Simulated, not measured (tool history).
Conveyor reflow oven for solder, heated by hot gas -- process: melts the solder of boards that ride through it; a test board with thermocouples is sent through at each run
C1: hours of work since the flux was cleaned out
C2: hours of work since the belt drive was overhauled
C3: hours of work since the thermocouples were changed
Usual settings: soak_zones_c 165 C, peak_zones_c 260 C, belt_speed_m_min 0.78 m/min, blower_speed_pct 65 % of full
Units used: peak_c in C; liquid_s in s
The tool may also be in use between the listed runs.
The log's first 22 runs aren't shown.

{"run": 23, "hour": 158.9, "soak_zones_c": 164, "peak_zones_c": 259, "belt_speed_m_min": 0.77, "blower_speed_pct": 55, "C1": 86, "C2": 107, "C3": 216, "peak_c": 238.6, "liquid_s": 33.3}
{"run": 24, "hour": 164.4, "soak_zones_c": 164, "peak_zones_c": 259, "belt_speed_m_min": 0.701, "blower_speed_pct": 55, "C1": 89, "C2": 111, "C3": 219, "peak_c": 242.1, "liquid_s": 40.7}
{"run": 25, "hour": 170.6, "soak_zones_c": 165, "peak_zones_c": 274, "belt_speed_m_min": 0.816, "blower_speed_pct": 57, "C1": 93, "C2": 114, "C3": 223, "peak_c": 249.6, "liquid_s": 38.9}
{"run": 26, "hour": 175.1, "soak_zones_c": 165, "peak_zones_c": 260, "belt_speed_m_min": 0.697, "blower_speed_pct": 61, "C1": 96, "C2": 117, "C3": 226, "peak_c": 244.3, "liquid_s": 43.5}
{"run": 27, "hour": 183.9, "soak_zones_c": 165, "peak_zones_c": 260, "belt_speed_m_min": 0.919, "blower_speed_pct": 61, "C1": 101, "C2": 122, "C3": 231, "peak_c": 234.4, "liquid_s": 23.2}
{"run": 28, "hour": 189.1, "soak_zones_c": 165, "peak_zones_c": 260, "belt_speed_m_min": 0.774, "blower_speed_pct": 61, "C1": 104, "C2": 125, "C3": 234, "peak_c": 240.6, "liquid_s": 35.3}
{"run": 29, "hour": 194.3, "soak_zones_c": 165, "peak_zones_c": 260, "belt_speed_m_min": 0.774, "blower_speed_pct": 61, "C1": 107, "C2": 128, "C3": 237, "peak_c": 240.6, "liquid_s": 35.2}
{"run": 30, "hour": 203.5, "soak_zones_c": 157, "peak_zones_c": 263, "belt_speed_m_min": 0.774, "blower_speed_pct": 61, "C1": 113, "C2": 134, "C3": 242, "peak_c": 241.6, "liquid_s": 33.9}
{"run": 31, "hour": 209.8, "soak_zones_c": 165, "peak_zones_c": 260, "belt_speed_m_min": 0.839, "blower_speed_pct": 65, "C1": 116, "C2": 138, "C3": 246, "peak_c": 238.5, "liquid_s": 30.3}

Alternative continuations, all from the tool just after run 31; predict every row:
{"run": "A", "hour": 217.2, "soak_zones_c": 165, "peak_zones_c": 260, "belt_speed_m_min": 0.66, "blower_speed_pct": 65, "C1": 121, "C2": 142, "C3": 251, "peak_c": "?", "liquid_s": "?"}
{"run": "B", "hour": 217.2, "soak_zones_c": 165, "peak_zones_c": 260, "belt_speed_m_min": 0.78, "blower_speed_pct": 65, "C1": 121, "C2": 142, "C3": 251, "peak_c": "?", "liquid_s": "?"}
{"run": "C", "hour": 217.2, "soak_zones_c": 165, "peak_zones_c": 273, "belt_speed_m_min": 0.788, "blower_speed_pct": 58, "C1": 121, "C2": 142, "C3": 251, "peak_c": "?", "liquid_s": "?"}

run=A peak_c=246.4 liquid_s=48.4
run=B peak_c=241.1 liquid_s=35.5
run=C peak_c=250.1 liquid_s=40.8
The same runs, with their run-to-run variation unchanged, on a tool lacking any hidden condition would have given:
run=A peak_c=247.3 liquid_s=49.3
run=B peak_c=242.2 liquid_s=36.5
run=C peak_c=251.3 liquid_s=41.6
